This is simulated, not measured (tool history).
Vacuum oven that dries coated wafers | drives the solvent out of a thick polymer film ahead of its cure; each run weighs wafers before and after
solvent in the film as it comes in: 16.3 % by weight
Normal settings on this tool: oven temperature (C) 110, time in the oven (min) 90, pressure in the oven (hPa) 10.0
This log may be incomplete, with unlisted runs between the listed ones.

run   hour  oven temperature (C)  time in the oven (min)  pressure in the oven (hPa)  solvent left in the film (%)
  1    0.0                   110                      90                        10.0                          2.17
  2   20.9                   110                      90                        10.0                          2.14
  3   44.3                   110                      90                        10.0                          2.18
  4   54.1                   110                      90                        10.0                          2.14
  5   70.9                   110                      90                        10.0                          2.21
  6   94.0                   110                      90                        10.0                          2.19
  7  107.7                   110                      90                        10.0                          2.21
  8  127.2                   116                      99                        22.3                          1.54
  9  144.8                    97                      99                        22.3                          4.92
 10  157.0                   110                     101                        10.0                          1.81
 11  177.3                   116                     101                        10.0                          1.14
 12  198.3                   110                      90                         5.9                          2.05

What if the next run were any one of these 3? Each begins from the tool's condition after run 12:
  A  217.8                   110                      55                        10.0                             ?
  B  217.8                   110                     160                        25.6                             ?
  C  217.8                   110                      77                         5.9                             ?

run  solvent left in the film (%)
  A                          4.32
  B                          1.56
  C                          2.68
Without the tool's hidden state the same runs would have given:
run  solvent left in the film (%)
  A                          3.87
  B                          1.34
  C                          2.28
